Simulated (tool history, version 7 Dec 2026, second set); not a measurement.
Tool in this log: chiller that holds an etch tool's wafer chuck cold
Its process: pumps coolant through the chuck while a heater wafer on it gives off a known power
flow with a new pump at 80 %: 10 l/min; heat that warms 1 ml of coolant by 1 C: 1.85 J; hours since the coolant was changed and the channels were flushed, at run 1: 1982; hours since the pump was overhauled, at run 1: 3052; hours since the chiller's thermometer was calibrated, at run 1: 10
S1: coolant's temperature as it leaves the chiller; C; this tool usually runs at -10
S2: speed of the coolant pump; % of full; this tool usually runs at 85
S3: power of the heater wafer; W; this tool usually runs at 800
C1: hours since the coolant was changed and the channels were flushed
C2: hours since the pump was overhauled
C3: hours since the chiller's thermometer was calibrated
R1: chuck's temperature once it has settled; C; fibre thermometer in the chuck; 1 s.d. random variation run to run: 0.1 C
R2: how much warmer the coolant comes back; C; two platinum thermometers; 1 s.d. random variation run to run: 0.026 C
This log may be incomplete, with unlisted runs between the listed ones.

{"run": 1, "hour": 0.0, "S1": -10, "S2": 85, "S3": 800, "C1": 1982, "C2": 3052, "C3": 10, "R1": -0.9, "R2": 2.61}
{"run": 2, "hour": 88.4, "S1": -10, "S2": 85, "S3": 800, "C1": 2071, "C2": 3140, "C3": 98, "R1": -0.7, "R2": 2.65}
{"run": 3, "hour": 219.3, "S1": -10, "S2": 85, "S3": 800, "C1": 2202, "C2": 3271, "C3": 229, "R1": -0.5, "R2": 2.63}
{"run": 4, "hour": 285.6, "S1": -10, "S2": 85, "S3": 1133, "C1": 2268, "C2": 3337, "C3": 295, "R1": 3.4, "R2": 3.81}
{"run": 5, "hour": 362.3, "S1": -4, "S2": 85, "S3": 800, "C1": 2345, "C2": 3414, "C3": 372, "R1": 5.7, "R2": 2.65}
{"run": 6, "hour": 463.1, "S1": -10, "S2": 68, "S3": 800, "C1": 2445, "C2": 3515, "C3": 473, "R1": 1.1, "R2": 3.41}
{"run": 7, "hour": 519.4, "S1": -10, "S2": 85, "S3": 800, "C1": 2502, "C2": 3571, "C3": 529, "R1": -0.3, "R2": 2.65}
{"run": 8, "hour": 579.2, "S1": -10, "S2": 85, "S3": 800, "C1": 2561, "C2": 3631, "C3": 589, "R1": -0.2, "R2": 2.68}
{"run": 9, "hour": 690.5, "S1": -10, "S2": 85, "S3": 800, "C1": 2673, "C2": 3742, "C3": 700, "R1": -0.2, "R2": 2.76}
{"run": 10, "hour": 792.9, "S1": -10, "S2": 98, "S3": 800, "C1": 2775, "C2": 3845, "C3": 803, "R1": -0.9, "R2": 2.28}
{"run": 11, "hour": 891.8, "S1": -10, "S2": 98, "S3": 800, "C1": 2874, "C2": 3943, "C3": 902, "R1": -0.8, "R2": 2.34}
{"run": 12, "hour": 950.5, "S1": -15, "S2": 85, "S3": 800, "C1": 2933, "C2": 4002, "C3": 960, "R1": -4.9, "R2": 2.74}
{"run": 13, "hour": 1026.9, "S1": -15, "S2": 85, "S3": 800, "C1": 3009, "C2": 4079, "C3": 1037, "R1": -4.9, "R2": 2.67}
{"run": 14, "hour": 1110.1, "S1": -15, "S2": 85, "S3": 800, "C1": 3092, "C2": 4162, "C3": 1120, "R1": -4.6, "R2": 2.69}
{"run": 15, "hour": 1174.1, "S1": -10, "S2": 85, "S3": 800, "C1": 3156, "C2": 4226, "C3": 1184, "R1": 0.3, "R2": 2.78}

Estimate the outcome of run 16 from the log above:
{"run": 16, "hour": 1291.1, "S1": -10, "S2": 76, "S3": 800, "C1": 3273, "C2": 4343, "C3": 1301, "R1": "?", "R2": "?"}

Run 16 produced R1 1.2 C, R2 3.13 C.
Take away the tool's hidden state, keep the run-to-run variation as it was, and the same run would have given R1 -1.4 C, R2 2.76 C.

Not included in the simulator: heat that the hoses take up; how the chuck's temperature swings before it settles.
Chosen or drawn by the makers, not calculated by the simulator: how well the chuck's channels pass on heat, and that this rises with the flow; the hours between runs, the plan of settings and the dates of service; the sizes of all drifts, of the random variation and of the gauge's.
